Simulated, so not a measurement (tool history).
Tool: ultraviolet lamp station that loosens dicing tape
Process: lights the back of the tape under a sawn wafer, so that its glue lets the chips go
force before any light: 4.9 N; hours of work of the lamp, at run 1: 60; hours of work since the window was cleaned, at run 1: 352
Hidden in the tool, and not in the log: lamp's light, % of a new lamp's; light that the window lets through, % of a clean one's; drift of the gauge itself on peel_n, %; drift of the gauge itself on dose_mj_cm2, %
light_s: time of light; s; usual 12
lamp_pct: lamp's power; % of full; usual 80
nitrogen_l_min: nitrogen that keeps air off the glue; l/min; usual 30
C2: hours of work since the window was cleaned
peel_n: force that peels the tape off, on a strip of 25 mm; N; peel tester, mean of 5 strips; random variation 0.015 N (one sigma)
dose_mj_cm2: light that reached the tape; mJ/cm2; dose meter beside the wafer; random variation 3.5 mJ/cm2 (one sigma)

run 1 hour=0.0 | light_s=12 lamp_pct=80 nitrogen_l_min=30 | hours_of_work_of_the_lamp=60 C2=352 | peel_n=0.852 dose_mj_cm2=510
run 2 hour=5.9 | light_s=12 lamp_pct=80 nitrogen_l_min=30 | hours_of_work_of_the_lamp=64 C2=355 | peel_n=0.864 dose_mj_cm2=512
run 3 hour=14.4 | light_s=12 lamp_pct=60 nitrogen_l_min=30 | hours_of_work_of_the_lamp=68 C2=360 | peel_n=1.222 dose_mj_cm2=381
run 4 hour=20.2 | light_s=12 lamp_pct=60 nitrogen_l_min=30 | hours_of_work_of_the_lamp=72 C2=363 | peel_n=1.276 dose_mj_cm2=385
run 5 hour=28.9 | light_s=12 lamp_pct=60 nitrogen_l_min=30 | hours_of_work_of_the_lamp=77 C2=368 | peel_n=1.240 dose_mj_cm2=383
run 6 hour=39.5 | light_s=12 lamp_pct=60 nitrogen_l_min=30 | hours_of_work_of_the_lamp=83 C2=374 | peel_n=1.249 dose_mj_cm2=377
-- hour=45.6 window cleaned of glue's vapour
run 7 hour=50.9 | light_s=12 lamp_pct=60 nitrogen_l_min=30 | hours_of_work_of_the_lamp=89 C2=3 | peel_n=1.360 dose_mj_cm2=361
run 8 hour=61.5 | light_s=12 lamp_pct=80 nitrogen_l_min=27 | hours_of_work_of_the_lamp=95 C2=9 | peel_n=0.967 dose_mj_cm2=479
run 9 hour=72.8 | light_s=12 lamp_pct=80 nitrogen_l_min=16 | hours_of_work_of_the_lamp=101 C2=15 | peel_n=1.210 dose_mj_cm2=477
run 10 hour=80.4 | light_s=12 lamp_pct=82 nitrogen_l_min=30 | hours_of_work_of_the_lamp=105 C2=20 | peel_n=0.865 dose_mj_cm2=492
run 11 hour=92.1 | light_s=12 lamp_pct=80 nitrogen_l_min=30 | hours_of_work_of_the_lamp=112 C2=26 | peel_n=0.927 dose_mj_cm2=478
run 12 hour=103.7 | light_s=12 lamp_pct=80 nitrogen_l_min=30 | hours_of_work_of_the_lamp=118 C2=33 | peel_n=0.927 dose_mj_cm2=483
-- hour=109.3 window cleaned of glue's vapour, once more
run 13 hour=112.4 | light_s=12 lamp_pct=80 nitrogen_l_min=30 | hours_of_work_of_the_lamp=123 C2=2 | peel_n=0.746 dose_mj_cm2=559
run 14 hour=117.7 | light_s=19 lamp_pct=90 nitrogen_l_min=11 | hours_of_work_of_the_lamp=126 C2=5 | peel_n=0.523 dose_mj_cm2=999
run 15 hour=128.5 | light_s=19 lamp_pct=90 nitrogen_l_min=11 | hours_of_work_of_the_lamp=132 C2=11 | peel_n=0.535 dose_mj_cm2=999
run 16 hour=138.2 | light_s=19 lamp_pct=90 nitrogen_l_min=11 | hours_of_work_of_the_lamp=137 C2=16 | peel_n=0.549 dose_mj_cm2=976
run 17 hour=149.9 | light_s=19 lamp_pct=90 nitrogen_l_min=11 | hours_of_work_of_the_lamp=144 C2=23 | peel_n=0.546 dose_mj_cm2=990
run 18 hour=159.6 | light_s=19 lamp_pct=90 nitrogen_l_min=11 | hours_of_work_of_the_lamp=149 C2=28 | peel_n=0.540 dose_mj_cm2=991
run 19 hour=169.8 | light_s=10 lamp_pct=70 nitrogen_l_min=11 | hours_of_work_of_the_lamp=155 C2=34 | peel_n=1.773 dose_mj_cm2=403
run 20 hour=175.4 | light_s=8 lamp_pct=70 nitrogen_l_min=56 | hours_of_work_of_the_lamp=158 C2=37 | peel_n=1.206 dose_mj_cm2=324
run 21 hour=186.5 | light_s=13 lamp_pct=70 nitrogen_l_min=10 | hours_of_work_of_the_lamp=165 C2=43 | peel_n=1.416 dose_mj_cm2=522
run 22 hour=193.5 | light_s=6 lamp_pct=68 nitrogen_l_min=13 | hours_of_work_of_the_lamp=168 C2=47 | peel_n=2.468 dose_mj_cm2=231
run 23 hour=200.5 | light_s=7 lamp_pct=92 nitrogen_l_min=14 | hours_of_work_of_the_lamp=172 C2=51 | peel_n=1.774 dose_mj_cm2=367
run 24 hour=205.7 | light_s=12 lamp_pct=78 nitrogen_l_min=10 | hours_of_work_of_the_lamp=175 C2=54 | peel_n=1.325 dose_mj_cm2=536
run 25 hour=215.8 | light_s=17 lamp_pct=78 nitrogen_l_min=21 | hours_of_work_of_the_lamp=181 C2=60 | peel_n=0.554 dose_mj_cm2=756

Some steps in peel_n between neighbouring runs. How much of each would the tool show without its hidden state too (settings, what came in, random variation), and how much is left for the hidden state, with any gauge scatter that isn't in both results?
Run 6 -> 7: window cleaned of glue's vapour. peel_n +0.111 N: hidden state +0.077, all else +0.034.
Run 12 -> 13: window cleaned of glue's vapour, once more. peel_n -0.181 N: hidden state -0.191, all else +0.010.
Run 18 -> 19: light_s 19 -> 10, lamp_pct 90 -> 70. peel_n +1.233 N: hidden state +0.050, all else +1.183.
Run 21 -> 22: light_s 13 -> 6, lamp_pct 70 -> 68, nitrogen_l_min 10 -> 13. peel_n +1.052 N: hidden state +0.000, all else +1.052.

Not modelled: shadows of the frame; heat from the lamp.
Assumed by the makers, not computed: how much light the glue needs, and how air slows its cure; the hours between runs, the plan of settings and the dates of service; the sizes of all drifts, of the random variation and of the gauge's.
